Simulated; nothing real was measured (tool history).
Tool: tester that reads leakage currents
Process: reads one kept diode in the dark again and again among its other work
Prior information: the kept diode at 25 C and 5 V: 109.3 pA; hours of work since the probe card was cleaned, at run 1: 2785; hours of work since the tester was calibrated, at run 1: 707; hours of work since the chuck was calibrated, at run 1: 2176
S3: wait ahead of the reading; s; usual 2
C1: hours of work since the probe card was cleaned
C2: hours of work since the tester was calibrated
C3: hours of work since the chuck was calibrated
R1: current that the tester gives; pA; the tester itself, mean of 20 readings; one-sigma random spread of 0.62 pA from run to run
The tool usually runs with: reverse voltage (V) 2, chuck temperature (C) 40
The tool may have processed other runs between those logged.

Run 1, hour 0: usual settings; C1 2785; C2 707; C3 2176. Result: R1 192.46 pA.
Run 2, hour 16.8: usual settings; C1 2793; C2 715; C3 2184. Result: R1 193.15 pA.
Run 3, hour 48.6: usual settings; C1 2808; C2 730; C3 2199. Result: R1 192.94 pA.
Run 4, hour 64.1: usual settings; C1 2816; C2 738; C3 2206. Result: R1 191.58 pA.
Run 5, hour 85.6: usual settings; C1 2826; C2 748; C3 2217. Result: R1 192.72 pA.
Run 6, hour 104.7: usual settings; C1 2835; C2 757; C3 2226. Result: R1 192.42 pA.
Run 7, hour 138.2: usual settings; C1 2851; C2 774; C3 2242. Result: R1 192.89 pA.
At hour 151.6: chuck's temperature calibrated.
Run 8, hour 159.8: usual settings; C1 2861; C2 783; C3 4. Result: R1 206.42 pA.
Run 9, hour 197.5: usual settings but reverse voltage (V) 9.02, chuck temperature (C) 59, S3 0.34 s; C1 2879; C2 801; C3 22. Result: R1 1619.88 pA.
Run 10, hour 225.1: usual settings but reverse voltage (V) 9.02, chuck temperature (C) 59, S3 0.34 s; C1 2892; C2 814; C3 35. Result: R1 1623.45 pA.
Run 11, hour 247.4: usual settings but chuck temperature (C) 45, S3 5.03 s; C1 2903; C2 825; C3 46. Result: R1 292.22 pA.
Run 12, hour 273.3: usual settings but chuck temperature (C) 53, S3 0.73 s; C1 2915; C2 838; C3 59. Result: R1 499.9 pA.

3 ways to go on from here, each from the tool as it stands after run 12. What would each give?
Run A, hour 293.3: usual settings but reverse voltage (V) 9.01, chuck temperature (C) 21, S3 0.73 s; C1 2925; C2 847; C3 68. Result: R1 ?.
Run B, hour 293.3: usual settings but reverse voltage (V) 3.18, chuck temperature (C) 53, S3 1.33 s; C1 2925; C2 847; C3 68. Result: R1 ?.
Run C, hour 293.3: usual settings but chuck temperature (C) 22, S3 0.58 s; C1 2925; C2 847; C3 68. Result: R1 ?.

run      R1
  A  113.19
  B  636.07
  C   54.29
What these runs would have given with no unlogged condition in the tool:
run      R1
  A  109.41
  B  640.54
  C   53.77
